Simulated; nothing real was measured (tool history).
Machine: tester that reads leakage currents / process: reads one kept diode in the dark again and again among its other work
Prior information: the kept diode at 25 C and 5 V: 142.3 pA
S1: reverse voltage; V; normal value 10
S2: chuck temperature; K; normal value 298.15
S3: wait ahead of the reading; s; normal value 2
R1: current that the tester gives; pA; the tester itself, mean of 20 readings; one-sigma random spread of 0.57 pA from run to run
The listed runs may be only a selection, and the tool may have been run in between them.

run,hour,S1,S2,S3,R1
1,0,10,298.15,2,191.69
2,49.4,10,298.15,2,192.63
3,88,10,298.15,2,194.66
4,114.3,10,298.15,2,196.74
5,154.6,10,298.15,2,195.5
6,198.7,10,298.15,2,198
7,253.9,10,294.15,2,144.88
8,279.7,10,298.15,5.76,199.48
9,334.3,14.7,298.15,2,235.23
10,384.3,14.7,298.15,2,238.06
11,425.8,10,296.15,0.49,177.79
12,450.5,2.9,307.15,1.26,244.57
13,504.5,1.9,310.15,0.77,259.57
14,531.5,1.9,310.15,0.77,259.92
15,581.7,7.7,309.15,2.31,426.05
16,626.3,7.7,296.15,2.62,162.3
17,677.2,7.7,296.15,2.62,162.8
18,704.1,1.7,311.15,0.3,271.63
19,758.7,2.8,300.15,2,148.73

5 ways to go on from here, each from the tool as it stands after run 19. What would each give?
A,801.1,10,308.15,2,?
B,801.1,1,304.15,1.03,?
C,801.1,17.4,298.15,0.56,?
D,801.1,9.4,299.15,0.69,?
E,801.1,14.4,300.15,2,?

run,R1
A,451.36
B,133.75
C,273.53
D,227.7
E,290.82
With the hidden condition removed and each run's random variation left untouched, the same runs would have given:
run,R1
A,402.67
B,119.62
C,239.15
D,200.63
E,255.48

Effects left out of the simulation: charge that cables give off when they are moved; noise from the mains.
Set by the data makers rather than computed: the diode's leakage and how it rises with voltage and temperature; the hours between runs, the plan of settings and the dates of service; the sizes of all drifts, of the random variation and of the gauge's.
